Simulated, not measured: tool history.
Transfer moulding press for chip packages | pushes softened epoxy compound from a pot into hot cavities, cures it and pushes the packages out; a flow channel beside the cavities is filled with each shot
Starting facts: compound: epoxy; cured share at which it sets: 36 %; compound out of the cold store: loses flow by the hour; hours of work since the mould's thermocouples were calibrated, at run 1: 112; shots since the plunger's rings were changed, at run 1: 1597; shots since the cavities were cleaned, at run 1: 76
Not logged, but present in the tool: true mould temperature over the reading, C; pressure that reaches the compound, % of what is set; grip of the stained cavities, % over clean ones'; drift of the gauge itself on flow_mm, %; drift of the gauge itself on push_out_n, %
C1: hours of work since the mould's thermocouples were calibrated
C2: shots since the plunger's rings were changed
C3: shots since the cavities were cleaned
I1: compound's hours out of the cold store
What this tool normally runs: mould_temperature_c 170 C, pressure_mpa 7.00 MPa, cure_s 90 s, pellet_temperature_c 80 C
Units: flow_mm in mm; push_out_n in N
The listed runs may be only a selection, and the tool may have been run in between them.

Run 1, hour 0.0: usual settings; C1 112; C2 1597; C3 76; I1 39.6. Result: flow_mm 691 mm, push_out_n 245 N.
Run 2, hour 6.9: usual settings but cure_s 101 s; C1 115; C2 1663; C3 142; I1 14.2. Result: flow_mm 777 mm, push_out_n 242 N.
Run 3, hour 14.3: usual settings but cure_s 119 s; C1 118; C2 1733; C3 212; I1 47.2. Result: flow_mm 663 mm, push_out_n 246 N.
Run 4, hour 25.9: usual settings but pressure_mpa 6.06 MPa; C1 124; C2 1843; C3 322; I1 42.9. Result: flow_mm 627 mm, push_out_n 288 N.
Run 5, hour 32.0: usual settings but pressure_mpa 6.06 MPa; C1 126; C2 1901; C3 380; I1 33.2. Result: flow_mm 658 mm, push_out_n 301 N.
Run 6, hour 40.0: usual settings but pressure_mpa 6.06 MPa; C1 130; C2 1977; C3 456; I1 32.0. Result: flow_mm 659 mm, push_out_n 313 N.
Run 7, hour 45.8: usual settings but pressure_mpa 6.06 MPa; C1 132; C2 2033; C3 512; I1 42.1. Result: flow_mm 629 mm, push_out_n 329 N.
Run 8, hour 50.8: usual settings but pressure_mpa 6.06 MPa; C1 134; C2 2080; C3 559; I1 43.8. Result: flow_mm 628 mm, push_out_n 331 N.
Run 9, hour 57.1: usual settings but pressure_mpa 6.06 MPa; C1 137; C2 2140; C3 619; I1 30.1. Result: flow_mm 662 mm, push_out_n 339 N.
At hour 63.5: cavities cleaned with cleaning compound and waxed.
Run 10, hour 68.4: usual settings but pressure_mpa 6.06 MPa, pellet_temperature_c 76 C; C1 141; C2 2233; C3 47; I1 40.6. Result: flow_mm 627 mm, push_out_n 234 N.
Run 11, hour 77.1: usual settings; C1 145; C2 2316; C3 130; I1 27.5. Result: flow_mm 720 mm, push_out_n 267 N.
Run 12, hour 86.9: usual settings; C1 149; C2 2409; C3 223; I1 20.7. Result: flow_mm 736 mm, push_out_n 283 N.
Run 13, hour 98.4: usual settings; C1 154; C2 2518; C3 332; I1 30.5. Result: flow_mm 703 mm, push_out_n 301 N.
Run 14, hour 110.7: usual settings; C1 160; C2 2635; C3 449; I1 38.4. Result: flow_mm 681 mm, push_out_n 325 N.
Run 15, hour 118.3: usual settings; C1 163; C2 2707; C3 521; I1 32.0. Result: flow_mm 696 mm, push_out_n 329 N.
Run 16, hour 126.3: usual settings but cure_s 112 s, pellet_temperature_c 74 C; C1 167; C2 2784; C3 598; I1 27.8. Result: flow_mm 710 mm, push_out_n 278 N.
Run 17, hour 132.0: usual settings but cure_s 112 s, pellet_temperature_c 74 C; C1 169; C2 2838; C3 652; I1 14.5. Result: flow_mm 754 mm, push_out_n 311 N.
At hour 135.3: cavities cleaned with cleaning compound and waxed.
Run 18, hour 140.6: usual settings but pressure_mpa 8.66 MPa; C1 172; C2 2905; C3 50; I1 45.5. Result: flow_mm 738 mm, push_out_n 240 N.

Forecast run 19:
Run 19, hour 146.1: usual settings but pressure_mpa 6.70 MPa, cure_s 121 s; C1 174; C2 2957; C3 102; I1 32.5. Result: flow_mm ?, push_out_n ?.

flow_mm: 678 mm
push_out_n: 230 N
With the hidden condition absent and the run-to-run variation left alone, this run would have shown flow_mm 711 mm, push_out_n 202 N.

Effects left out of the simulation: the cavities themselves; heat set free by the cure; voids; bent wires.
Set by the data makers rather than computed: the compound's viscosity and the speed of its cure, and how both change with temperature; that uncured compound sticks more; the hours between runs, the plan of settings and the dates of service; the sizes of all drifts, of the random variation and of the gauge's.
